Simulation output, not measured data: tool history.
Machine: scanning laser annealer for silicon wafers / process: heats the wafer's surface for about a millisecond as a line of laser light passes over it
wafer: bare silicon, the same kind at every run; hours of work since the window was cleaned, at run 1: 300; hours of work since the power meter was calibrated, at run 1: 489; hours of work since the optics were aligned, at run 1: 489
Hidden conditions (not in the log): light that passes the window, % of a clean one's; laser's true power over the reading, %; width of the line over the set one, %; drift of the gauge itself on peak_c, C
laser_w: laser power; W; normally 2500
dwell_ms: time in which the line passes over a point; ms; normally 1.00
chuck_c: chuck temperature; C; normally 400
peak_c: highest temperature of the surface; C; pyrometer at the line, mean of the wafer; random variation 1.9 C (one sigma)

run,day,laser_w,dwell_ms,chuck_c,hours of work since the window was cleaned,hours of work since the power meter was calibrated,hours of work since the optics were aligned,peak_c
1,0.000,2500,1.00,400,300,489,489,1144
2,0.792,2500,1.00,400,314,503,503,1146
3,2.054,2500,1.00,394,337,525,525,1137
4,3.258,2500,1.00,400,358,547,547,1144
5,4.346,2285,1.00,400,377,566,566,1067
6,5.500,2285,1.00,400,398,587,587,1069
7,6.196,2285,1.00,400,410,599,599,1069
8,7.679,2285,1.00,400,437,626,626,1070
9,8.996,2285,1.00,400,460,649,649,1071
10,10.250,2419,0.89,429,483,671,671,1101
11,11.525,2716,1.22,366,505,694,694,1282
12,12.821,2716,1.22,366,528,717,717,1288
13,13.762,2716,1.22,366,545,734,734,1287

Expected results for the next run?
14,14.833,2500,0.87,377,564,753,753,?

Logged for run 14: peak_c 1067 C.
Without the tool's hidden state the same run would have given peak_c 1068 C.

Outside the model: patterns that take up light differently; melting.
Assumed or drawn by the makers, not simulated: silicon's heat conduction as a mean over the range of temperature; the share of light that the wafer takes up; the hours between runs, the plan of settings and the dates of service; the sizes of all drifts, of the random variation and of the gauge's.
